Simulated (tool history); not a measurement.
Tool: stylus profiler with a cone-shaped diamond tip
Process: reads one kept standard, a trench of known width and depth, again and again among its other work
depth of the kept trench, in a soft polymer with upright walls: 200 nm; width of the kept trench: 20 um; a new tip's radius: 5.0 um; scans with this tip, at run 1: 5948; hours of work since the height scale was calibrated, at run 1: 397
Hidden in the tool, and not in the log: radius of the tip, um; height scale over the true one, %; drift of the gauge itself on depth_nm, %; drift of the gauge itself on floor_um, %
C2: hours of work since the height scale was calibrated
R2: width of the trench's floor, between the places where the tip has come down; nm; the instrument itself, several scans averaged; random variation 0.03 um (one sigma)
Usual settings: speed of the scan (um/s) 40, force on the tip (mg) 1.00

run 1 hour=0.0 | speed_of_the_scan_(um/s)=40 force_on_the_tip_(mg)=1.00 | scans_with_this_tip=5948 C2=397 | depth_of_the_trench_(nm)=201.13 R2=16530
run 2 hour=9.7 | speed_of_the_scan_(um/s)=40 force_on_the_tip_(mg)=1.00 | scans_with_this_tip=6060 C2=405 | depth_of_the_trench_(nm)=201.13 R2=16500
run 3 hour=26.1 | speed_of_the_scan_(um/s)=40 force_on_the_tip_(mg)=1.00 | scans_with_this_tip=6248 C2=417 | depth_of_the_trench_(nm)=201.14 R2=16460
run 4 hour=39.0 | speed_of_the_scan_(um/s)=40 force_on_the_tip_(mg)=1.00 | scans_with_this_tip=6398 C2=427 | depth_of_the_trench_(nm)=201.14 R2=16430
run 5 hour=60.4 | speed_of_the_scan_(um/s)=40 force_on_the_tip_(mg)=0.48 | scans_with_this_tip=6645 C2=444 | depth_of_the_trench_(nm)=200.77 R2=16350
run 6 hour=77.0 | speed_of_the_scan_(um/s)=40 force_on_the_tip_(mg)=1.00 | scans_with_this_tip=6837 C2=456 | depth_of_the_trench_(nm)=201.14 R2=16460
run 7 hour=87.9 | speed_of_the_scan_(um/s)=40 force_on_the_tip_(mg)=1.00 | scans_with_this_tip=6962 C2=465 | depth_of_the_trench_(nm)=201.17 R2=16450
run 8 hour=102.2 | speed_of_the_scan_(um/s)=35 force_on_the_tip_(mg)=0.80 | scans_with_this_tip=7128 C2=476 | depth_of_the_trench_(nm)=201.00 R2=16440
run 9 hour=121.2 | speed_of_the_scan_(um/s)=18 force_on_the_tip_(mg)=2.34 | scans_with_this_tip=7346 C2=490 | depth_of_the_trench_(nm)=201.90 R2=16520
run 10 hour=132.3 | speed_of_the_scan_(um/s)=17 force_on_the_tip_(mg)=0.58 | scans_with_this_tip=7475 C2=499 | depth_of_the_trench_(nm)=200.85 R2=16420
-- hour=134.7 height scale calibrated on a step standard
run 11 hour=147.3 | speed_of_the_scan_(um/s)=17 force_on_the_tip_(mg)=0.58 | scans_with_this_tip=7643 C2=10 | depth_of_the_trench_(nm)=200.89 R2=16410
run 12 hour=165.5 | speed_of_the_scan_(um/s)=47 force_on_the_tip_(mg)=0.91 | scans_with_this_tip=7852 C2=24 | depth_of_the_trench_(nm)=201.18 R2=16220
run 13 hour=179.2 | speed_of_the_scan_(um/s)=12 force_on_the_tip_(mg)=0.75 | scans_with_this_tip=8010 C2=34 | depth_of_the_trench_(nm)=201.08 R2=16510
run 14 hour=195.2 | speed_of_the_scan_(um/s)=20 force_on_the_tip_(mg)=2.80 | scans_with_this_tip=8195 C2=47 | depth_of_the_trench_(nm)=202.24 R2=16450

3 ways to go on from here, each from the tool as it stands after run 14. What would each give?
run A hour=205.4 | speed_of_the_scan_(um/s)=30 force_on_the_tip_(mg)=0.46 | scans_with_this_tip=8313 C2=54 | depth_of_the_trench_(nm)=? R2=?
run B hour=205.4 | speed_of_the_scan_(um/s)=69 force_on_the_tip_(mg)=2.80 | scans_with_this_tip=8313 C2=54 | depth_of_the_trench_(nm)=? R2=?
run C hour=205.4 | speed_of_the_scan_(um/s)=109 force_on_the_tip_(mg)=1.00 | scans_with_this_tip=8313 C2=54 | depth_of_the_trench_(nm)=? R2=?

run=A depth_of_the_trench_(nm)=200.81 R2=16310
run=B depth_of_the_trench_(nm)=202.23 R2=16280
run=C depth_of_the_trench_(nm)=201.23 R2=16040
Without the tool's hidden state the same runs would have given:
run=A depth_of_the_trench_(nm)=200.56 R2=16990
run=B depth_of_the_trench_(nm)=201.97 R2=16960
run=C depth_of_the_trench_(nm)=200.97 R2=16720
